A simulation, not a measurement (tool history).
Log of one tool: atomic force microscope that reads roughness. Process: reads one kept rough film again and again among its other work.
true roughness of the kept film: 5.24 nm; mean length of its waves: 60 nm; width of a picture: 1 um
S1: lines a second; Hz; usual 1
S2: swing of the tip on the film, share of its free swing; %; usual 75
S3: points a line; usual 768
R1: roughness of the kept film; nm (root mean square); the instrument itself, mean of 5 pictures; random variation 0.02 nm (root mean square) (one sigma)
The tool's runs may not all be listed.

Run 1, hour 0: usual settings. Result: R1 4.765 nm (root mean square).
Run 2, hour 21.3: usual settings but S1 1.08 Hz. Result: R1 4.684 nm (root mean square).
At hour 38: new tip fitted.
Run 3, hour 41.6: usual settings but S1 1.08 Hz. Result: R1 4.887 nm (root mean square).
Run 4, hour 68.9: usual settings but S1 1.08 Hz. Result: R1 4.765 nm (root mean square).
At hour 97.6: new tip fitted.
Run 5, hour 98.8: usual settings but S1 1.08 Hz. Result: R1 4.944 nm (root mean square).
Run 6, hour 136.3: usual settings but S1 1.08 Hz, S3 608. Result: R1 4.731 nm (root mean square).
At hour 156.9: new tip fitted.
Run 7, hour 158.4: usual settings but S1 1.08 Hz, S3 608. Result: R1 4.939 nm (root mean square).
Run 8, hour 184.8: usual settings but S1 1.08 Hz, S3 608. Result: R1 4.784 nm (root mean square).
At hour 189.3: height scale calibrated on a step standard.
Run 9, hour 202.2: usual settings but S1 1.08 Hz, S3 608. Result: R1 4.69 nm (root mean square).
At hour 218.3: new tip fitted.
Run 10, hour 219.4: usual settings but S1 2.64 Hz, S3 608. Result: R1 4.73 nm (root mean square).
Run 11, hour 239.8: usual settings but S3 942. Result: R1 4.841 nm (root mean square).
Run 12, hour 259.7: usual settings but S3 942. Result: R1 4.683 nm (root mean square).
Run 13, hour 276.8: usual settings but S3 942. Result: R1 4.654 nm (root mean square).
At hour 280.2: new tip fitted.
Run 14, hour 300.5: usual settings but S1 0.61 Hz, S2 76 %, S3 627. Result: R1 4.881 nm (root mean square).
Run 15, hour 328: usual settings but S1 0.61 Hz, S3 627. Result: R1 4.762 nm (root mean square).
At hour 339.8: new tip fitted.
Run 16, hour 359.8: usual settings but S1 0.82 Hz, S2 63 %, S3 924. Result: R1 4.933 nm (root mean square).
At hour 373.9: height scale calibrated on a step standard, once more.
Run 17, hour 393.2: usual settings but S1 0.82 Hz, S2 63 %, S3 323. Result: R1 4.697 nm (root mean square).
At hour 403.1: new tip fitted.
Run 18, hour 415: usual settings but S1 1.24 Hz, S2 68 %. Result: R1 4.907 nm (root mean square).
Run 19, hour 449.6: usual settings but S1 2.32 Hz, S2 79 %, S3 391. Result: R1 4.467 nm (root mean square).
At hour 464: new tip fitted.
Run 20, hour 475.9: usual settings but S1 2.32 Hz, S2 79 %, S3 391. Result: R1 4.675 nm (root mean square).
Run 21, hour 513.7: usual settings but S1 0.62 Hz, S2 83 %, S3 450. Result: R1 4.693 nm (root mean square).
At hour 523.5: new tip fitted.
Run 22, hour 549.7: usual settings but S1 0.96 Hz, S2 78 %. Result: R1 4.796 nm (root mean square).
Run 23, hour 575.3: usual settings but S1 2.02 Hz, S3 307. Result: R1 4.503 nm (root mean square).

Forecast run 24:
At hour 584.4: new tip fitted.
Run 24, hour 592.8: usual settings but S1 2.02 Hz, S3 307. Result: R1 ?.

Run 24 gave R1 4.782 nm (root mean square).
Without the tool's hidden state the same run would have given R1 4.844 nm (root mean square).
